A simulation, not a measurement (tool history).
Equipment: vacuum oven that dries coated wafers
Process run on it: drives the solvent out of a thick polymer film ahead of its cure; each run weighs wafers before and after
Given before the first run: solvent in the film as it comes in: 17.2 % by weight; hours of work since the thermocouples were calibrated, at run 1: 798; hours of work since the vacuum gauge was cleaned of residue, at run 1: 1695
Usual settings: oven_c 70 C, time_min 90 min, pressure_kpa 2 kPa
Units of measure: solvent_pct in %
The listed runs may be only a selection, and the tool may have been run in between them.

run	day	oven_c	time_min	pressure_kpa	hours of work since the thermocouples were calibrated	hours of work since the vacuum gauge was cleaned of residue	solvent_pct
1	0	70	90	2	798	1695	2.67
2	3.388	59	90	2	863	1760	5.59
3	6.962	70	90	2	932	1828	2.68
4	10.296	70	138	2	996	1892	2.11
5	12.917	77	90	2	1046	1943	1.66
6	16.383	77	90	6.48	1112	2009	4.48
7	19.662	70	90	4.78	1175	2072	4.89
8	22.262	70	90	4.78	1225	2122	4.87
9	25.717	70	90	4.78	1291	2188	4.86
10	29.65	65	90	2	1367	2263	3.71
11	33.562	65	90	2	1442	2338	3.68
12	38.175	65	90	2	1530	2427	3.64
# day 41.129: vacuum gauge cleaned of residue and calibrated
13	41.775	65	90	2	1598	12	3.32
# day 46.846: oven's thermocouples calibrated
14	47.138	70	91	2.2	6	114	2.8
15	51.958	70	47	2.2	98	206	4.97
16	55.012	66	90	1.4	157	265	2.95
17	60.221	66	71	2.56	256	365	4.82
18	64.196	58	79	1.29	333	441	5.64
19	66.588	58	79	1.29	379	487	5.65
20	71.633	58	79	1.29	475	583	5.6
21	75.179	67	103	1.88	543	651	2.8
22	78.946	67	103	1.88	615	724	2.76
23	83.446	70	69	7.63	702	810	7.67

Alternative continuations, all from the tool just after run 23; predict every row:
A	87.258	70	52	2	775	883	?
B	87.258	69	88	5.69	775	883	?
C	87.258	70	90	2.55	775	883	?
D	87.258	59	72	2	775	883	?
E	87.258	70	53	3.88	775	883	?

run	solvent_pct
A	4.22
B	5.91
C	3.01
D	6.38
E	5.52
Without the tool's hidden state the same runs would have given:
run	solvent_pct
A	4.43
B	6.13
C	3.12
D	6.61
E	5.77
